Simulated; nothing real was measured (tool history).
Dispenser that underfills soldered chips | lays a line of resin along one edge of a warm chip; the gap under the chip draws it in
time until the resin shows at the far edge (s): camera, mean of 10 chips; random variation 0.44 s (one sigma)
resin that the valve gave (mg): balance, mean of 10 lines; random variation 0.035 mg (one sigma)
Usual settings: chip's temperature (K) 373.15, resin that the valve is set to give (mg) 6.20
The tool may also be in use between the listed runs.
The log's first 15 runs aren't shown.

run,hour,chip's temperature (K),resin that the valve is set to give (mg),hours of work since the syringe was changed,hours of work since the valve was cleaned,hours of work since the stage was calibrated,time until the resin shows at the far edge (s),resin that the valve gave (mg)
16,91.9,367.15,7.15,7,35,223,69.3,7.04
17,96.1,367.15,7.15,10,38,226,85.9,7.03
# hour 97.7: new syringe of resin
18,101.3,376.15,6.20,3,41,230,34.4,6.07
19,106.4,376.15,6.20,7,45,234,46.1,6.00
20,110.7,376.15,6.20,10,49,237,57.6,6.02
# hour 111.6: new syringe of resin
21,118.3,358.15,5.64,5,54,243,100.8,5.50
22,122.7,358.15,5.64,8,57,246,127.2,5.39
# hour 125.5: new syringe of resin
23,127.8,373.15,6.20,2,61,250,37.2,5.98
24,132.8,384.15,7.56,6,65,254,29.6,7.37
# hour 139.8: new syringe of resin
25,140.4,360.15,5.51,0,70,259,66.6,5.34
26,148.4,375.15,6.56,7,76,265,47.7,6.28
# hour 153.7: new syringe of resin
27,154.6,361.15,6.08,1,81,270,63.6,5.84
28,158.5,361.15,6.08,4,84,273,79.4,5.84
29,166.0,360.15,6.69,9,90,278,120.0,6.38
# hour 167.9: new syringe of resin
30,174.2,360.15,6.19,5,96,284,89.2,5.83
31,179.9,381.15,7.56,9,100,289,43.0,7.15
# hour 182.0: new syringe of resin
# hour 185.6: dispensing valve cleaned and set on the balance
32,189.0,381.15,7.56,5,3,295,32.1,7.50
33,195.7,377.15,5.91,10,8,300,55.3,5.88
# hour 197.1: new syringe of resin
34,200.6,371.15,6.28,3,11,303,45.6,6.20
35,207.0,375.15,6.88,8,16,308,52.0,6.77

5 ways to go on from here, each from the tool as it stands after run 35. What would each give?
# hour 210.8: new syringe of resin
A,211.7,366.15,5.82,1,19,311,?,?
# hour 210.8: new syringe of resin
B,211.7,359.15,5.60,1,19,311,?,?
# hour 210.8: new syringe of resin
C,211.7,364.15,5.46,1,19,311,?,?
# hour 210.8: new syringe of resin
D,211.7,375.15,7.88,1,19,311,?,?
# hour 210.8: new syringe of resin
E,211.7,386.15,7.03,1,19,311,?,?

run,time until the resin shows at the far edge (s),resin that the valve gave (mg)
A,49.5,5.79
B,71.3,5.50
C,55.5,5.36
D,32.4,7.69
E,19.4,6.99
Without the tool's hidden state the same runs would have given:
run,time until the resin shows at the far edge (s),resin that the valve gave (mg)
A,44.8,5.88
B,64.3,5.59
C,50.2,5.44
D,29.5,7.81
E,17.7,7.10

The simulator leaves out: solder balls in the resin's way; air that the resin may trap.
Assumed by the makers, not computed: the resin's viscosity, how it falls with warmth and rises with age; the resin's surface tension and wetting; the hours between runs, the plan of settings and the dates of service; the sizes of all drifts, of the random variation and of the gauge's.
